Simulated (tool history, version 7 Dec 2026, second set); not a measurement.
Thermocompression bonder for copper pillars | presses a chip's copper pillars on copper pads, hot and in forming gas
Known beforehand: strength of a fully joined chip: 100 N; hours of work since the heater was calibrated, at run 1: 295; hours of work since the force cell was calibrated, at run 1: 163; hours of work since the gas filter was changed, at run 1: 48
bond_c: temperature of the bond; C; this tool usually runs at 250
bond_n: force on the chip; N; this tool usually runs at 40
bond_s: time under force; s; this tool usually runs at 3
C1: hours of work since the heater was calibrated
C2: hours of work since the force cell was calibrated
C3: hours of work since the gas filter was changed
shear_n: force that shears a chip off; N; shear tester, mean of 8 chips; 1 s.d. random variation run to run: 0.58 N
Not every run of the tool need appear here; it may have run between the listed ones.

Run 1, hour 0: usual settings; C1 295; C2 163; C3 48. Result: shear_n 66.2 N.
Run 2, hour 36.5: usual settings but bond_s 4 s; C1 320; C2 189; C3 74. Result: shear_n 71.3 N.
Run 3, hour 83: usual settings but bond_s 4 s; C1 353; C2 221; C3 106. Result: shear_n 69.3 N.
Run 4, hour 108.1: usual settings but bond_s 4 s; C1 371; C2 239; C3 124. Result: shear_n 68.9 N.
Run 5, hour 151: usual settings but bond_n 25 N; C1 401; C2 269; C3 154. Result: shear_n 42.4 N.
Run 6, hour 181.4: usual settings but bond_n 25 N; C1 422; C2 291; C3 175. Result: shear_n 42.8 N.
Run 7, hour 207.3: usual settings but bond_n 25 N; C1 441; C2 309; C3 194. Result: shear_n 42.8 N.
Run 8, hour 254.3: usual settings but bond_s 2 s; C1 474; C2 342; C3 227. Result: shear_n 56.7 N.
At hour 259.9: forming gas filter changed.
Run 9, hour 288.8: usual settings but bond_s 2 s; C1 498; C2 366; C3 20. Result: shear_n 62.5 N.
Run 10, hour 319: usual settings but bond_s 2 s; C1 519; C2 387; C3 42. Result: shear_n 61.2 N.
Run 11, hour 356: usual settings but bond_s 2 s; C1 545; C2 413; C3 68. Result: shear_n 60.4 N.
Run 12, hour 406.7: usual settings; C1 580; C2 449; C3 103. Result: shear_n 69 N.
Run 13, hour 446.4: usual settings; C1 608; C2 476; C3 131. Result: shear_n 67 N.
Run 14, hour 502.9: usual settings; C1 648; C2 516; C3 171. Result: shear_n 66 N.
Run 15, hour 533.1: usual settings but bond_c 242 C, bond_s 6 s; C1 669; C2 537; C3 192. Result: shear_n 70.8 N.
At hour 589.2: forming gas filter changed.
Run 16, hour 590.5: usual settings but bond_c 242 C, bond_s 6 s; C1 709; C2 577; C3 1. Result: shear_n 77.8 N.
Run 17, hour 640.3: usual settings but bond_c 242 C, bond_n 39 N, bond_s 2 s; C1 744; C2 612; C3 36. Result: shear_n 55.7 N.
Run 18, hour 696.5: usual settings but bond_c 242 C, bond_n 39 N, bond_s 2 s; C1 784; C2 652; C3 75. Result: shear_n 54.6 N.
Run 19, hour 752.1: usual settings but bond_c 276 C, bond_n 51 N, bond_s 7 s; C1 823; C2 691; C3 115. Result: shear_n 95 N.
Run 20, hour 787.4: usual settings but bond_c 253 C, bond_n 42 N, bond_s 4 s; C1 848; C2 716; C3 139. Result: shear_n 76.7 N.
Run 21, hour 819.1: usual settings but bond_c 253 C, bond_n 42 N, bond_s 4 s; C1 870; C2 738; C3 162. Result: shear_n 76.1 N.
Run 22, hour 851.9: usual settings but bond_c 253 C, bond_n 42 N, bond_s 4 s; C1 893; C2 761; C3 185. Result: shear_n 76 N.
At hour 883.6: heater calibrated with a thermocouple chip.
Run 23, hour 902.1: usual settings but bond_n 55 N, bond_s 2 s; C1 13; C2 795; C3 219. Result: shear_n 67.2 N.
At hour 920: forming gas filter changed.
Run 24, hour 942.1: usual settings but bond_c 232 C, bond_n 47 N, bond_s 5 s; C1 41; C2 823; C3 16. Result: shear_n 66.3 N.
Run 25, hour 985: usual settings but bond_c 232 C, bond_n 47 N, bond_s 5 s; C1 71; C2 853; C3 46. Result: shear_n 66.3 N.
Run 26, hour 1032.3: usual settings but bond_c 232 C, bond_n 47 N, bond_s 5 s; C1 104; C2 886; C3 79. Result: shear_n 66.1 N.
Run 27, hour 1082.1: usual settings but bond_c 222 C, bond_n 37 N, bond_s 5 s; C1 139; C2 921; C3 114. Result: shear_n 45.3 N.

Alternative continuations, all from the tool just after run 27; predict every row:
Run A, hour 1115.9: usual settings but bond_c 267 C; C1 163; C2 945; C3 138. Result: shear_n ?.
Run B, hour 1115.9: usual settings but bond_c 222 C, bond_n 37 N; C1 163; C2 945; C3 138. Result: shear_n ?.
Run C, hour 1115.9: usual settings but bond_c 272 C, bond_n 37 N, bond_s 2 s; C1 163; C2 945; C3 138. Result: shear_n ?.

run  shear_n
  A     75.1
  B     36.5
  C     68.7
Without the tool's unlogged condition, the same runs would have read:
run  shear_n
  A       80
  B     38.6
  C     73.2

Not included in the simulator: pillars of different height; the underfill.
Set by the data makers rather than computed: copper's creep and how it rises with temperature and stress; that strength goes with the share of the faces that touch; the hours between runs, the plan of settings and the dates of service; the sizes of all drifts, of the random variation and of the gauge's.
